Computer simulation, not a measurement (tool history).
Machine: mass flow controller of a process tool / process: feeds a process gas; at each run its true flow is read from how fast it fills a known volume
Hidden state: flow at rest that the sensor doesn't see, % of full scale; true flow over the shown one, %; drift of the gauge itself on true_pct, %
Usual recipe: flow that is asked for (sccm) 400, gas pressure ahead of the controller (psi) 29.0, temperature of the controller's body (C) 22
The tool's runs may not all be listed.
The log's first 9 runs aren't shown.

run	hour	flow that is asked for (sccm)	gas pressure ahead of the controller (psi)	temperature of the controller's body (C)	hours of work since the controller was set to zero	hours of work since the controller was changed	true flow (%)
10	1027.3	98	29.0	22	2603	2603	98.51
11	1102.7	400	29.0	22	2646	2646	98.94
12	1264.2	482	29.0	22	2736	2736	99.30
13	1420.3	400	29.0	22	2824	2824	99.06
# hour 1428.8: controller's zero set anew
14	1555.1	400	29.0	22	71	2899	98.94
15	1630.1	400	29.0	22	113	2941	99.06
16	1752.6	400	29.0	22	182	3010	98.95
17	1883.7	400	29.0	22	255	3084	98.88
18	1982.5	400	29.0	22	311	3139	99.03
19	2144.5	400	29.0	22	402	3230	98.93
20	2231.1	102	29.0	22	451	3279	98.58
21	2327.3	102	29.0	22	505	3333	98.69
# hour 2409.9: controller's zero set anew, once more
22	2414.0	400	23.5	22	2	3381	98.36
23	2521.7	400	23.5	22	63	3442	98.28
24	2647.2	229	29.0	22	133	3512	97.74
25	2800.4	485	21.0	21	219	3598	98.82
26	2906.0	485	21.0	21	279	3658	98.80
27	2989.5	56	21.0	32	325	3705	96.67
28	3109.1	374	20.7	27	393	3772	97.63
29	3217.7	154	26.1	25	454	3833	97.16
30	3313.4	381	24.7	21	507	3887	98.36
31	3431.2	188	36.8	22	574	3953	97.47
32	3516.8	70	30.6	22	622	4001	97.33
33	3648.9	70	30.6	22	696	4075	97.28

Expected results for the next run?
34	3737.4	70	21.0	22	746	4125	?

Run 34 measured true flow (%) 97.27.
With the hidden condition absent and the run-to-run variation left alone, this run would have shown true flow (%) 98.00.
